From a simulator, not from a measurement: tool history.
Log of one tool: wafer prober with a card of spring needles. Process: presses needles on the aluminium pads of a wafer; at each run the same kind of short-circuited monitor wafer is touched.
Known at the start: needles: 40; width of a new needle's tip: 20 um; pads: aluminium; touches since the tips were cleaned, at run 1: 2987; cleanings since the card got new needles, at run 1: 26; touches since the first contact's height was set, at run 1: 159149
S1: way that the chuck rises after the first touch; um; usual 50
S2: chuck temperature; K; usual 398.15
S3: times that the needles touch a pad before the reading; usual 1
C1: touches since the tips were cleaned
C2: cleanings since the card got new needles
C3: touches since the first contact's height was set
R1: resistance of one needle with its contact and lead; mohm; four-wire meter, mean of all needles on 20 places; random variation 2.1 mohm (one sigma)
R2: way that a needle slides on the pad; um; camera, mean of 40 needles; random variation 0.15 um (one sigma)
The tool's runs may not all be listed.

run     day  S1      S2  S3    C1  C2      C3    R1     R2
  1       0  50  398.15   1  2987  26  159149   782   13.2
        0.2  -- tips cleaned on abrasive film
  2   0.321  50  398.15   2  1439  27  162949   796  12.39
      0.633  -- tips cleaned on abrasive film
  3   0.633  50  398.15   1     0  28  166661   280   12.7
  4   0.862  50  398.15   1  2787  28  169448   815  12.51
      1.058  -- tips cleaned on abrasive film
  5   1.154  50  398.15   2  1148  29  172909   467  12.66
      1.508  -- tips cleaned on abrasive film
  6   1.512  50  398.15   2    44  30  177148   283  12.26
  7   1.796  50  398.15   1  3450  30  180554   907  12.48
      1.938  -- tips cleaned on abrasive film
  8   2.046  50  398.15   1  1277  31  183532   637   12.5
  9   2.242  50  303.15   1  3640  31  185895  1024  12.53
      2.392  -- tips cleaned on abrasive film, once more
 10   2.633  50  303.15   1  2914  32  190580   960  12.62
      2.829  -- tips cleaned on abrasive film
 11   2.929  50  398.15   1  1213  33  194097   654  12.34
 12   3.233  50  398.15   1  4870  33  197754  1007  12.57
      3.267  -- tips cleaned on abrasive film
 13   3.554  50  398.15   1  3435  34  201529   953  12.38
      3.712  -- tips cleaned on abrasive film
 14   3.875  50  398.15   1  1961  35  205372   781  12.24
      4.162  -- tips cleaned on abrasive film
 15   4.283  50  398.15   1  1448  36  210241   658  12.09
 16   4.521  50  398.15   1  4276  36  213069   976  12.34
      4.592  -- tips cleaned on abrasive film
 17   4.858  50  340.15   1  3224  37  217103   986  12.13
      5.021  -- tips cleaned on abrasive film
 18   5.108  50  368.15   1  1063  38  220050   604  12.31
      5.454  -- tips cleaned on abrasive film
 19   5.488  56  325.15   3   430  39  224585   283  13.87
      5.883  -- tips cleaned on abrasive film
 20   5.954  50  304.15   1   858  40  230139   620  12.35
      6.021  -- height of the first contact set anew
 21   6.267  50  310.15   2  4479  40    2961   641  13.73
      6.333  -- tips cleaned on abrasive film
 22   6.625  48  339.15   2  3550  41    7253   641  13.27
      6.758  -- tips cleaned on abrasive film
 23   7.108  64  360.15   2  4184  42   12991   464  17.79
      7.188  -- tips cleaned on abrasive film
 24   7.371  64  360.15   2  2224  43   16126   422  17.64
      7.642  -- tips cleaned on abrasive film
 25   7.696  50  398.15   1   652  44   19980   452     14
 26   7.988  34  372.15   1  4165  44   23493  1609   9.33
      8.075  -- tips cleaned on abrasive film
 27   8.396  34  311.15   1  3865  45   28353  1703   9.29
      8.525  -- tips cleaned on abrasive film
 28   8.617  34  311.15   1  1096  46   30945  1011   9.22
      8.971  -- tips cleaned on abrasive film
 29   9.092  48  330.15   1  1447  47   36612   660  13.17
 30   9.358  48  330.15   1  4664  47   39829   999  13.42
      9.396  -- tips cleaned on abrasive film
 31   9.646  52  398.15   3  2979  48   43235   413  14.37
      9.838  -- tips cleaned on abrasive film
 32  10.121  31  309.15   2  3426  49   48938  1341   8.47
     10.271  -- tips cleaned on abrasive film
 33  10.512  50  307.15   1  2918  50   53580   860  13.52

Some steps in R1 between neighbouring runs. How much of each would the tool show without its hidden state too (settings, what came in, random variation), and how much is left for the hidden state, with any gauge scatter that isn't in both results?
The hidden state here: debris on the tips, nm; way that the needles fall short of the set height, um; tips' diameter, um; drift of the gauge itself on contact_mohm, %; drift of the gauge itself on scrub_um, %.
Run 25 -> 26: S1 50 -> 34, S2 398.15 -> 372.15. R1 +1157 mohm: hidden state +1149, all else +8.
Run 27 -> 28: tips cleaned on abrasive film. R1 -692 mohm: hidden state -694, all else +2.
Run 31 -> 32: S1 52 -> 31, S2 398.15 -> 309.15, S3 3 -> 2, tips cleaned on abrasive film. R1 +928 mohm: hidden state +932, all else -4.

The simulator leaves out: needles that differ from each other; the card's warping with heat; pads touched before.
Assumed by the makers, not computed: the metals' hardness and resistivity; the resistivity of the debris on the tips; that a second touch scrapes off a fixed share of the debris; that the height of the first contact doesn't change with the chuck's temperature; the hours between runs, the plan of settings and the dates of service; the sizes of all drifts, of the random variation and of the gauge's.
